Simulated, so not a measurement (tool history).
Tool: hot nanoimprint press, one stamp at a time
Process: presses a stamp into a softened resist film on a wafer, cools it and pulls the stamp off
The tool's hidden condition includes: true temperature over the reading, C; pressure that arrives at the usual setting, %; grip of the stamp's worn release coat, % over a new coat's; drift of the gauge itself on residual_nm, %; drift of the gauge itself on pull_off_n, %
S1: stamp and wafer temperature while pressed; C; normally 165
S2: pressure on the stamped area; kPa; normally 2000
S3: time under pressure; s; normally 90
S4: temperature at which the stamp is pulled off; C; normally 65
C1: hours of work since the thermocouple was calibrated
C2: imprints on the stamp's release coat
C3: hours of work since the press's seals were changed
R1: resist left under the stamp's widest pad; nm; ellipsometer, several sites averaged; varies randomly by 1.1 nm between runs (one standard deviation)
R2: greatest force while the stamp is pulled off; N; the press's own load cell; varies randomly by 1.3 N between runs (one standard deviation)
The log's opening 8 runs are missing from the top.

run,hour,S1,S2,S3,S4,C1,C2,C3,R1,R2
9,97.6,165,2000,59,65,149,474,208,193.2,128
10,112.4,165,2000,90,65,159,529,218,169.7,130
11,124.4,165,2000,90,69,167,574,226,170.2,123
12,139.5,165,2000,90,69,178,631,236,170.7,126
13,146.1,165,2000,90,69,182,655,241,172.6,127
# hour 149.9: plate thermocouple calibrated
14,156.7,165,2000,90,69,5,684,246,171.1,127
# hour 169.9: stamp cleaned and given a new release coat
15,171.2,165,2000,90,69,10,5,252,170,120
16,186.9,165,2000,90,69,21,64,262,170.9,119
17,198,155,2000,90,51,28,105,270,217.3,140
# hour 205.6: plate thermocouple calibrated, once more
18,216.3,165,2260,90,65,7,162,280,162.2,127
19,223.5,165,2260,90,65,12,190,285,160,125
20,236.2,165,1850,90,65,21,237,293,174.3,126
21,247.3,165,1850,90,65,28,279,301,174.7,129
22,254.6,165,1850,90,65,33,306,306,176.5,126
23,261.7,169,1360,90,65,38,333,310,182.7,126
24,271.6,169,1360,90,65,44,370,317,182.2,126
25,283.6,157,2510,51,67,52,415,325,216.1,126
26,296.5,157,2510,172,65,61,463,334,157.4,128
27,310.9,157,2510,172,65,71,517,344,157,130
28,323.4,174,1640,155,65,79,564,352,123.2,132
29,332.5,174,1640,155,65,85,598,358,123.2,131
30,348.5,171,2240,90,65,96,658,369,137.4,130
31,361.7,171,2240,90,65,105,707,378,139,130

What if the next run were any one of these 3? Each begins from the tool's condition after run 31:
# hour 368.8: stamp cleaned and given a new release coat
A,379,165,2000,106,65,113,39,385,?,?
# hour 368.8: stamp cleaned and given a new release coat
B,379,162,2240,98,62,113,39,385,?,?
# hour 368.8: stamp cleaned and given a new release coat
C,379,173,3000,48,65,113,39,385,?,?

run,R1,R2
A,162.7,123
B,172.1,128
C,140.5,123
What these runs would have given with no unlogged condition in the tool:
run,R1,R2
A,159.7,122
B,168.9,128
C,137.3,123
